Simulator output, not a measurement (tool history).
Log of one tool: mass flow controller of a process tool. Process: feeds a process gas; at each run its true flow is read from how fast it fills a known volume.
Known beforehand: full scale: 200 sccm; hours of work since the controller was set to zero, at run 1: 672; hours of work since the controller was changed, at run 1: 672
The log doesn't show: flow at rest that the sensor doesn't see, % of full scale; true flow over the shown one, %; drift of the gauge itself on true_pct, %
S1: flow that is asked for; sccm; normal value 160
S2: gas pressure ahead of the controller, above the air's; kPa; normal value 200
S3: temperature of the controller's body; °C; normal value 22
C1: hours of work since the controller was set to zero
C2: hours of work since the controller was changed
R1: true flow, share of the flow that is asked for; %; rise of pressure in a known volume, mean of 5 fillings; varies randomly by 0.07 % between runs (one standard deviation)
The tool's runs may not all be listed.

{"run": 1, "hour": 0.0, "S1": 160, "S2": 200, "S3": 22, "C1": 672, "C2": 672, "R1": 99.32}
{"run": 2, "hour": 111.9, "S1": 160, "S2": 200, "S3": 22, "C1": 743, "C2": 743, "R1": 99.35}
{"run": 3, "hour": 235.8, "S1": 160, "S2": 200, "S3": 27, "C1": 822, "C2": 822, "R1": 99.57}
{"run": 4, "hour": 341.8, "S1": 160, "S2": 200, "S3": 27, "C1": 890, "C2": 890, "R1": 99.63}
{"run": 5, "hour": 444.0, "S1": 160, "S2": 200, "S3": 27, "C1": 955, "C2": 955, "R1": 99.63}
{"run": 6, "hour": 572.4, "S1": 160, "S2": 157, "S3": 22, "C1": 1037, "C2": 1037, "R1": 98.93}
{"run": 7, "hour": 715.1, "S1": 160, "S2": 200, "S3": 22, "C1": 1128, "C2": 1128, "R1": 99.25}
{"run": 8, "hour": 798.1, "S1": 160, "S2": 200, "S3": 22, "C1": 1181, "C2": 1181, "R1": 99.35}
{"run": 9, "hour": 911.7, "S1": 160, "S2": 200, "S3": 26, "C1": 1253, "C2": 1253, "R1": 99.63}
{"run": 10, "hour": 1040.1, "S1": 160, "S2": 200, "S3": 26, "C1": 1335, "C2": 1335, "R1": 99.6}
{"run": 11, "hour": 1127.2, "S1": 160, "S2": 200, "S3": 25, "C1": 1391, "C2": 1391, "R1": 99.48}
{"run": 12, "hour": 1225.7, "S1": 160, "S2": 200, "S3": 25, "C1": 1454, "C2": 1454, "R1": 99.4}
{"run": 13, "hour": 1291.6, "S1": 160, "S2": 200, "S3": 25, "C1": 1496, "C2": 1496, "R1": 99.54}
{"run": 14, "hour": 1362.4, "S1": 160, "S2": 200, "S3": 35, "C1": 1541, "C2": 1541, "R1": 100.17}
{"run": 15, "hour": 1510.4, "S1": 160, "S2": 200, "S3": 35, "C1": 1635, "C2": 1635, "R1": 100.26}
{"run": 16, "hour": 1618.1, "S1": 160, "S2": 200, "S3": 22, "C1": 1704, "C2": 1704, "R1": 99.31}
{"run": 17, "hour": 1698.1, "S1": 160, "S2": 200, "S3": 22, "C1": 1755, "C2": 1755, "R1": 99.25}
{"run": 18, "hour": 1852.3, "S1": 160, "S2": 200, "S3": 38, "C1": 1853, "C2": 1853, "R1": 100.46}
{"run": 19, "hour": 1986.0, "S1": 160, "S2": 200, "S3": 38, "C1": 1939, "C2": 1939, "R1": 100.41}
{"run": 20, "hour": 2057.1, "S1": 160, "S2": 200, "S3": 38, "C1": 1984, "C2": 1984, "R1": 100.51}
{"run": 21, "hour": 2150.4, "S1": 160, "S2": 200, "S3": 38, "C1": 2044, "C2": 2044, "R1": 100.45}
{"run": 22, "hour": 2214.4, "S1": 160, "S2": 170, "S3": 22, "C1": 2084, "C2": 2084, "R1": 99.13}
{"run": 23, "hour": 2340.4, "S1": 160, "S2": 200, "S3": 22, "C1": 2165, "C2": 2165, "R1": 99.34}
{"run": 24, "hour": 2422.9, "S1": 160, "S2": 200, "S3": 22, "C1": 2217, "C2": 2217, "R1": 99.44}
{"run": 25, "hour": 2495.0, "S1": 49, "S2": 200, "S3": 22, "C1": 2263, "C2": 2263, "R1": 96.33}
{"run": 26, "hour": 2570.9, "S1": 49, "S2": 190, "S3": 26, "C1": 2312, "C2": 2312, "R1": 96.67}
{"run": 27, "hour": 2690.2, "S1": 49, "S2": 190, "S3": 26, "C1": 2388, "C2": 2388, "R1": 96.4}
{"run": 28, "hour": 2755.9, "S1": 160, "S2": 146, "S3": 31, "C1": 2430, "C2": 2430, "R1": 99.57}
{"run": 29, "hour": 2856.7, "S1": 160, "S2": 146, "S3": 31, "C1": 2494, "C2": 2494, "R1": 99.56}
{"run": 30, "hour": 2953.4, "S1": 160, "S2": 146, "S3": 31, "C1": 2556, "C2": 2556, "R1": 99.69}
{"run": 31, "hour": 3032.3, "S1": 160, "S2": 146, "S3": 31, "C1": 2606, "C2": 2606, "R1": 99.47}
{"run": 32, "hour": 3118.6, "S1": 30, "S2": 146, "S3": 32, "C1": 2661, "C2": 2661, "R1": 94.72}
{"run": 33, "hour": 3257.1, "S1": 100, "S2": 215, "S3": 22, "C1": 2750, "C2": 2750, "R1": 98.32}
{"run": 34, "hour": 3360.4, "S1": 160, "S2": 159, "S3": 29, "C1": 2815, "C2": 2815, "R1": 99.61}
{"run": 35, "hour": 3464.6, "S1": 74, "S2": 215, "S3": 29, "C1": 2882, "C2": 2882, "R1": 97.98}
{"run": 36, "hour": 3544.6, "S1": 74, "S2": 215, "S3": 29, "C1": 2933, "C2": 2933, "R1": 98.02}
{"run": 37, "hour": 3623.2, "S1": 140, "S2": 163, "S3": 25, "C1": 2983, "C2": 2983, "R1": 99.1}
{"run": 38, "hour": 3725.1, "S1": 160, "S2": 265, "S3": 21, "C1": 3048, "C2": 3048, "R1": 99.86}
{"run": 39, "hour": 3798.3, "S1": 41, "S2": 244, "S3": 24, "C1": 3095, "C2": 3095, "R1": 95.69}
{"run": 40, "hour": 3917.5, "S1": 41, "S2": 244, "S3": 24, "C1": 3171, "C2": 3171, "R1": 95.72}
{"run": 41, "hour": 4046.9, "S1": 27, "S2": 235, "S3": 22, "C1": 3253, "C2": 3253, "R1": 93.49}
{"run": 42, "hour": 4175.8, "S1": 27, "S2": 235, "S3": 22, "C1": 3336, "C2": 3336, "R1": 93.19}
{"run": 43, "hour": 4266.2, "S1": 29, "S2": 200, "S3": 31, "C1": 3393, "C2": 3393, "R1": 94.05}
{"run": 44, "hour": 4353.6, "S1": 63, "S2": 170, "S3": 20, "C1": 3449, "C2": 3449, "R1": 96.24}
{"run": 45, "hour": 4500.9, "S1": 63, "S2": 170, "S3": 20, "C1": 3543, "C2": 3543, "R1": 96.43}
{"run": 46, "hour": 4587.1, "S1": 63, "S2": 170, "S3": 20, "C1": 3598, "C2": 3598, "R1": 96.29}
{"run": 47, "hour": 4689.5, "S1": 27, "S2": 144, "S3": 39, "C1": 3663, "C2": 3663, "R1": 93.41}
{"run": 48, "hour": 4783.8, "S1": 42, "S2": 189, "S3": 21, "C1": 3724, "C2": 3724, "R1": 94.87}

Per-run results on a tool with no hidden state, each run keeping its own random variation:
run=1 R1=99.32
run=2 R1=99.34
run=3 R1=99.56
run=4 R1=99.62
run=5 R1=99.61
run=6 R1=98.9
run=7 R1=99.23
run=8 R1=99.32
run=9 R1=99.59
run=10 R1=99.56
run=11 R1=99.43
run=12 R1=99.35
run=13 R1=99.48
run=14 R1=100.11
run=15 R1=100.19
run=16 R1=99.25
run=17 R1=99.18
run=18 R1=100.38
run=19 R1=100.33
run=20 R1=100.43
run=21 R1=100.36
run=22 R1=99.04
run=23 R1=99.25
run=24 R1=99.35
run=25 R1=97.69
run=26 R1=98.06
run=27 R1=97.83
run=28 R1=99.47
run=29 R1=99.45
run=30 R1=99.57
run=31 R1=99.36
run=32 R1=97.89
run=33 R1=98.66
run=34 R1=99.49
run=35 R1=98.81
run=36 R1=98.86
run=37 R1=99.09
run=38 R1=99.72
run=39 R1=98.1
run=40 R1=98.18
run=41 R1=97.86
run=42 R1=97.67
run=43 R1=98.22
run=44 R1=97.57
run=45 R1=97.79
run=46 R1=97.67
run=47 R1=98.32
run=48 R1=97.63
